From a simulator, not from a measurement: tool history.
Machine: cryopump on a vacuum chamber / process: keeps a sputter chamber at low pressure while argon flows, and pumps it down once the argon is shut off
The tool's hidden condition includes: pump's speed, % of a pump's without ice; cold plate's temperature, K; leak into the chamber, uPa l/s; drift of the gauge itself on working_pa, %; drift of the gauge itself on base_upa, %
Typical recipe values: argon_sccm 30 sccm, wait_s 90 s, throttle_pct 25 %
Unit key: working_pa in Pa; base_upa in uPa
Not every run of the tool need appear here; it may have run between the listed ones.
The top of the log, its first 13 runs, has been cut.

run    hour  argon_sccm  wait_s  throttle_pct  hours of work since the pump was warmed up and emptied  hours of work since the cold head was overhauled  hours of work since the chamber's fittings were tightened  working_pa  base_upa
 14  1082.7          30      90            25                                                     206                                              3055                                                       2032      0.1179      2.61
 15  1158.1          30      90            25                                                     249                                              3098                                                       2075       0.119      2.68
 16  1239.1          30     129            25                                                     295                                              3144                                                       2121      0.1189       2.5
 17    1325          30      27            25                                                     344                                              3193                                                       2170      0.1212      5.11
     1386.4  -- pump warmed up, emptied and cooled again
 18  1403.8          29     297            25                                                      10                                              3235                                                       2212      0.1093      1.83
 19  1461.1          29     297            25                                                      43                                              3268                                                       2245      0.1098      1.92
 20  1514.5          18      95            15                                                      73                                              3298                                                       2276      0.1128      2.47
 21  1569.1          20      36            28                                                     104                                              3330                                                       2307      0.0698      4.09
 22  1635.2          40      27            38                                                     142                                              3367                                                       2344      0.1038      4.75
 23  1680.5          18      27            16                                                     168                                              3393                                                       2370      0.1068      4.79
 24  1731.3          53      90            25                                                     196                                              3422                                                       2399      0.2071      2.87
 25    1786          53      90            25                                                     228                                              3453                                                       2430       0.208       2.8
 26  1857.1          12      33            27                                                     268                                              3494                                                       2471       0.044      4.53
 27  1941.6          33     119            27                                                     316                                              3542                                                       2519      0.1233       2.9
 28  2000.2          33     119            27                                                     350                                              3575                                                       2552      0.1252      3.06
     2053.2  -- pump warmed up, emptied and cooled again
 29  2092.2          55      39            25                                                      22                                              3625                                                       2602      0.2098      3.93
 30  2159.4          36     110            25                                                      61                                              3663                                                       2640      0.1361      2.61
     2232.7  -- leaking fittings of the chamber tightened, without venting
 31  2237.3          31      90            25                                                     104                                              3706                                                          3      0.1208      1.11
 32  2282.3          30      72            25                                                     129                                              3732                                                         28      0.1153      1.31
 33  2381.1          40      90            25                                                     186                                              3788                                                         85      0.1561      1.14

Predict each of these 4 candidate next runs independently; none follows another, all start after run 33:
  A  2485.7          42     151            40                                                     245                                              3848                                                        144           ?         ?
  B  2485.7          12      90            23                                                     245                                              3848                                                        144           ?         ?
  C  2485.7          16      81            50                                                     245                                              3848                                                        144           ?         ?
  D  2485.7          33      81            25                                                     245                                              3848                                                        144           ?         ?

run  working_pa  base_upa
  A      0.1087       0.8
  B      0.0514      1.21
  C      0.0343      1.34
  D      0.1308      1.26
What these runs would have given with no unlogged condition in the tool:
run  working_pa  base_upa
  A      0.0984      0.66
  B      0.0485      1.06
  C      0.0305      1.19
  D      0.1228      1.12

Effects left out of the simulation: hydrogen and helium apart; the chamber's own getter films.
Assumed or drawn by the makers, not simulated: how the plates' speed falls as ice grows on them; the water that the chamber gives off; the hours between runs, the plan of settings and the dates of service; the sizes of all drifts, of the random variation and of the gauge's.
